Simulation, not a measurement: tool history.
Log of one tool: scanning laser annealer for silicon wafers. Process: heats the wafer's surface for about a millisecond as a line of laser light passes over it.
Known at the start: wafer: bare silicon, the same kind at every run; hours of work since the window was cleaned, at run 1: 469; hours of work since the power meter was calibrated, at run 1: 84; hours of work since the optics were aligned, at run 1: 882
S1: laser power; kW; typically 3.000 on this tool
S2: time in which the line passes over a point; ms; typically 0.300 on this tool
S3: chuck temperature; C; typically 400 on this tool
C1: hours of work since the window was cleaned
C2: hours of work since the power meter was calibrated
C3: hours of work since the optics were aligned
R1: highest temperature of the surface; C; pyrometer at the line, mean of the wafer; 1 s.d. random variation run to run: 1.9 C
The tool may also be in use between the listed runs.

{"run": 1, "hour": 0.0, "S1": 3.0, "S2": 0.3, "S3": 400, "C1": 469, "C2": 84, "C3": 882, "R1": 1199}
{"run": 2, "hour": 20.9, "S1": 3.0, "S2": 0.3, "S3": 402, "C1": 480, "C2": 94, "C3": 893, "R1": 1201}
{"run": 3, "hour": 52.5, "S1": 3.0, "S2": 0.3, "S3": 402, "C1": 496, "C2": 110, "C3": 909, "R1": 1200}
{"run": 4, "hour": 73.1, "S1": 2.738, "S2": 0.3, "S3": 402, "C1": 506, "C2": 121, "C3": 920, "R1": 1121}
{"run": 5, "hour": 86.4, "S1": 2.738, "S2": 0.3, "S3": 402, "C1": 513, "C2": 128, "C3": 926, "R1": 1118}
{"run": 6, "hour": 104.8, "S1": 2.738, "S2": 0.3, "S3": 402, "C1": 523, "C2": 137, "C3": 936, "R1": 1114}
{"run": 7, "hour": 124.4, "S1": 3.0, "S2": 0.3, "S3": 400, "C1": 532, "C2": 147, "C3": 946, "R1": 1199}
{"run": 8, "hour": 155.7, "S1": 3.0, "S2": 0.3, "S3": 361, "C1": 548, "C2": 163, "C3": 961, "R1": 1157}
{"run": 9, "hour": 182.6, "S1": 2.676, "S2": 0.304, "S3": 409, "C1": 562, "C2": 176, "C3": 975, "R1": 1105}
{"run": 10, "hour": 213.6, "S1": 2.872, "S2": 0.374, "S3": 409, "C1": 578, "C2": 192, "C3": 991, "R1": 1237}
{"run": 11, "hour": 232.0, "S1": 3.0, "S2": 0.326, "S3": 400, "C1": 587, "C2": 201, "C3": 1000, "R1": 1221}
{"run": 12, "hour": 252.5, "S1": 3.0, "S2": 0.324, "S3": 437, "C1": 597, "C2": 212, "C3": 1011, "R1": 1258}
{"run": 13, "hour": 271.3, "S1": 3.0, "S2": 0.26, "S3": 381, "C1": 607, "C2": 221, "C3": 1020, "R1": 1128}
{"run": 14, "hour": 299.2, "S1": 3.072, "S2": 0.306, "S3": 400, "C1": 621, "C2": 236, "C3": 1034, "R1": 1224}

Predict each of these 4 candidate next runs independently; none follows another, all start after run 14:
{"run": "A", "hour": 330.8, "S1": 3.211, "S2": 0.3, "S3": 399, "C1": 637, "C2": 252, "C3": 1050, "R1": "?"}
{"run": "B", "hour": 330.8, "S1": 2.682, "S2": 0.306, "S3": 400, "C1": 637, "C2": 252, "C3": 1050, "R1": "?"}
{"run": "C", "hour": 330.8, "S1": 3.072, "S2": 0.265, "S3": 435, "C1": 637, "C2": 252, "C3": 1050, "R1": "?"}
{"run": "D", "hour": 330.8, "S1": 3.003, "S2": 0.313, "S3": 422, "C1": 637, "C2": 252, "C3": 1050, "R1": "?"}

run=A R1=1257
run=B R1=1097
run=C R1=1206
run=D R1=1227
Without the tool's hidden state the same runs would have given:
run=A R1=1300
run=B R1=1133
run=C R1=1245
run=D R1=1268
